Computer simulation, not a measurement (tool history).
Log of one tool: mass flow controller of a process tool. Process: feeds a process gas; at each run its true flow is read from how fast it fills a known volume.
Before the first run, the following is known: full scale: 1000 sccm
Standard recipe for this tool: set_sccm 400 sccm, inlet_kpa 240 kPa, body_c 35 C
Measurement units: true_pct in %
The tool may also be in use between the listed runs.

Run 1, hour 0.0: usual settings. Result: true_pct 99.05 %.
Run 2, hour 151.4: usual settings. Result: true_pct 99.04 %.
Run 3, hour 516.5: usual settings but set_sccm 271 sccm. Result: true_pct 98.72 %.
Run 4, hour 712.0: usual settings but set_sccm 271 sccm. Result: true_pct 98.93 %.
Run 5, hour 973.8: usual settings but set_sccm 271 sccm. Result: true_pct 98.85 %.
Run 6, hour 1256.1: usual settings but set_sccm 271 sccm. Result: true_pct 98.88 %.
Run 7, hour 1426.0: usual settings but set_sccm 271 sccm. Result: true_pct 99.04 %.
Run 8, hour 1694.7: usual settings but set_sccm 271 sccm. Result: true_pct 99.07 %.
Run 9, hour 1908.1: usual settings but set_sccm 271 sccm, body_c 23 C. Result: true_pct 98.75 %.
Run 10, hour 2182.1: usual settings but set_sccm 271 sccm, body_c 23 C. Result: true_pct 98.79 %.
Run 11, hour 2508.7: usual settings but set_sccm 216 sccm, inlet_kpa 163 kPa, body_c 32 C. Result: true_pct 98.79 %.
Run 12, hour 2712.9: usual settings but set_sccm 216 sccm, inlet_kpa 163 kPa, body_c 32 C. Result: true_pct 98.69 %.
Run 13, hour 2881.0: usual settings but set_sccm 693 sccm, inlet_kpa 185 kPa, body_c 36 C. Result: true_pct 100.13 %.
Run 14, hour 3091.1: usual settings but inlet_kpa 148 kPa, body_c 34 C. Result: true_pct 99.24 %.
Run 15, hour 3302.9: usual settings but inlet_kpa 148 kPa, body_c 34 C. Result: true_pct 99.24 %.
At hour 3425.8: gauge calibrated.
Run 16, hour 3635.6: usual settings but inlet_kpa 148 kPa, body_c 37 C. Result: true_pct 98.90 %.
Run 17, hour 3876.7: usual settings but set_sccm 119 sccm, inlet_kpa 194 kPa. Result: true_pct 98.24 %.
Run 18, hour 4087.3: usual settings but set_sccm 119 sccm, inlet_kpa 194 kPa. Result: true_pct 98.43 %.
Run 19, hour 4272.1: usual settings but set_sccm 252 sccm, body_c 27 C. Result: true_pct 98.57 %.

Table of differences, measured result less the result of that run with no hidden state. Run-to-run variation is the same in both. Gauge scatter possibly is not:
Hidden state present: flow at rest that the sensor doesn't see, % of full scale; true flow over the shown one, %; drift of the gauge itself on true_pct, %.
run  true_pct
  1     +0.01
  2     +0.03
  3     +0.10
  4     +0.14
  5     +0.19
  6     +0.23
  7     +0.26
  8     +0.31
  9     +0.35
 10     +0.40
 11     +0.46
 12     +0.50
 13     +0.52
 14     +0.56
 15     +0.60
 16     +0.05
 17     +0.11
 18     +0.15
 19     +0.16
